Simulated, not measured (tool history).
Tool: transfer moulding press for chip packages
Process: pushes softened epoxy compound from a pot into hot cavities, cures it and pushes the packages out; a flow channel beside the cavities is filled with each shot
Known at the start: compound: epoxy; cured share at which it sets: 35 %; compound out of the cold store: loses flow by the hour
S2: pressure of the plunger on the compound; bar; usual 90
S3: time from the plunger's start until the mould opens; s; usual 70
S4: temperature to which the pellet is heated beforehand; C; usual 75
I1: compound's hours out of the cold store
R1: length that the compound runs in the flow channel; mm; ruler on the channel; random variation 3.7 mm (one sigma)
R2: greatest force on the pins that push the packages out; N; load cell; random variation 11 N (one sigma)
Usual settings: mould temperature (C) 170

{"run": 1, "day": 0.0, "mould temperature (C)": 170, "S2": 90, "S3": 70, "S4": 75, "I1": 42, "R1": 614, "R2": 614}
{"day": 1.262, "done": "cavities cleaned with cleaning compound and waxed"}
{"day": 2.146, "done": "plunger's sealing rings changed"}
{"run": 2, "day": 2.65, "mould temperature (C)": 170, "S2": 90, "S3": 70, "S4": 75, "I1": 9.9, "R1": 756, "R2": 716}
{"day": 3.538, "done": "cavities cleaned with cleaning compound and waxed"}
{"run": 3, "day": 4.942, "mould temperature (C)": 175, "S2": 90, "S3": 70, "S4": 75, "I1": 36.5, "R1": 641, "R2": 641}
{"day": 5.662, "done": "cavities cleaned with cleaning compound and waxed"}
{"run": 4, "day": 7.008, "mould temperature (C)": 175, "S2": 90, "S3": 70, "S4": 75, "I1": 8.9, "R1": 729, "R2": 632}
{"day": 7.854, "done": "cavities cleaned with cleaning compound and waxed"}
{"run": 5, "day": 9.5, "mould temperature (C)": 175, "S2": 90, "S3": 70, "S4": 75, "I1": 26.2, "R1": 661, "R2": 635}
{"day": 10.129, "done": "cavities cleaned with cleaning compound and waxed"}
{"run": 6, "day": 10.85, "mould temperature (C)": 175, "S2": 90, "S3": 70, "S4": 75, "I1": 35.6, "R1": 624, "R2": 580}
{"day": 12.233, "done": "cavities cleaned with cleaning compound and waxed"}
{"run": 7, "day": 12.446, "mould temperature (C)": 175, "S2": 90, "S3": 70, "S4": 75, "I1": 46.9, "R1": 587, "R2": 471}
{"run": 8, "day": 13.704, "mould temperature (C)": 175, "S2": 90, "S3": 70, "S4": 75, "I1": 9, "R1": 716, "R2": 664}
{"day": 14.446, "done": "cavities cleaned with cleaning compound and waxed"}
{"day": 15.467, "done": "plunger's sealing rings changed"}
{"run": 9, "day": 15.7, "mould temperature (C)": 170, "S2": 90, "S3": 70, "S4": 75, "I1": 36.5, "R1": 660, "R2": 663}
{"day": 16.667, "done": "cavities cleaned with cleaning compound and waxed"}
{"run": 10, "day": 16.862, "mould temperature (C)": 170, "S2": 90, "S3": 70, "S4": 84, "I1": 26.4, "R1": 694, "R2": 514}
{"run": 11, "day": 18.567, "mould temperature (C)": 177, "S2": 90, "S3": 70, "S4": 84, "I1": 27.2, "R1": 661, "R2": 634}
{"day": 18.858, "done": "cavities cleaned with cleaning compound and waxed"}
{"run": 12, "day": 20.75, "mould temperature (C)": 177, "S2": 90, "S3": 70, "S4": 84, "I1": 38.1, "R1": 621, "R2": 645}
{"day": 20.946, "done": "cavities cleaned with cleaning compound and waxed"}
{"run": 13, "day": 22.283, "mould temperature (C)": 172, "S2": 87.6, "S3": 80, "S4": 67, "I1": 13.6, "R1": 712, "R2": 630}
{"day": 23.046, "done": "cavities cleaned with cleaning compound and waxed"}
{"day": 25.121, "done": "cavities cleaned with cleaning compound and waxed"}
{"run": 14, "day": 25.121, "mould temperature (C)": 172, "S2": 87.6, "S3": 80, "S4": 67, "I1": 17.5, "R1": 684, "R2": 429}
{"day": 25.433, "done": "mould's thermocouples calibrated"}
{"day": 27.4, "done": "cavities cleaned with cleaning compound and waxed"}
{"run": 15, "day": 27.7, "mould temperature (C)": 176, "S2": 87.6, "S3": 58, "S4": 67, "I1": 24.9, "R1": 649, "R2": 584}

Run 16 comes next. What will it give?
{"day": 28.921, "done": "plunger's sealing rings changed"}
{"day": 29.604, "done": "cavities cleaned with cleaning compound and waxed"}
{"run": 16, "day": 30.546, "mould temperature (C)": 176, "S2": 87.6, "S3": 58, "S4": 67, "I1": 31.7, "R1": "?", "R2": "?"}

Run 16 gave R1 646 mm, R2 708 N.
Without the tool's hidden state the same run would have given R1 650 mm, R2 517 N.
